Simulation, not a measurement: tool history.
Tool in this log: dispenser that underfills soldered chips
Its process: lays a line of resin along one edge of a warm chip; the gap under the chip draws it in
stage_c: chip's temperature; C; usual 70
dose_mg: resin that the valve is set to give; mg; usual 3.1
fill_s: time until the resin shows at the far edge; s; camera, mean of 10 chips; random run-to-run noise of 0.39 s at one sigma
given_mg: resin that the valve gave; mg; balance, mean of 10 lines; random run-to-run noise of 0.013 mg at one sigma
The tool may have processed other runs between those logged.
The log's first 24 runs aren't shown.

run   hour  stage_c  dose_mg  hours of work since the syringe was changed  hours of work since the valve was cleaned  hours of work since the stage was calibrated  fill_s  given_mg
 25   82.6       79      3.3                                            4                                         46                                           172    23.4      3.26
 26   85.3       62     3.39                                            6                                         48                                           174    52.7       3.3
 27   88.2       64     3.47                                            8                                         50                                           176    53.8      3.36
      89.1  -- new syringe of resin
 28   92.5       66     2.81                                            2                                         53                                           179    37.3      2.72
 29   94.4       71     3.03                                            4                                         54                                           180    32.5      2.94
 30   96.7       72     3.59                                            6                                         56                                           182    32.8      3.48
 31  100.4       72     3.59                                            8                                         58                                           185    39.2      3.47
       101  -- new syringe of resin
 32  104.7       72     3.59                                            3                                         61                                           188    27.7      3.48
 33  107.8       77     3.69                                            5                                         64                                           190    25.4      3.56
 34  112.4       77     3.69                                            8                                         67                                           193    31.8      3.56
       113  -- new syringe of resin
 35  114.6       84     2.79                                            1                                         68                                           195    17.4      2.66
 36  116.9       84     2.79                                            3                                         70                                           196    18.5      2.68
 37  119.6       82      2.6                                            5                                         72                                           198      23      2.49

What if the next run were any one of these 3? Each begins from the tool's condition after run 37:
  A  122.4       67     2.65                                            7                                         74                                           200       ?         ?
  B  122.4       58     3.45                                            7                                         74                                           200       ?         ?
  C  122.4       74     2.84                                            7                                         74                                           200       ?         ?

run  fill_s  given_mg
  A    49.6      2.56
  B    67.4       3.3
  C    35.8      2.72
Take away the tool's hidden state, keep each run's random variation, and the runs would have read:
run  fill_s  given_mg
  A    29.7      2.67
  B    40.5      3.45
  C    21.6      2.84
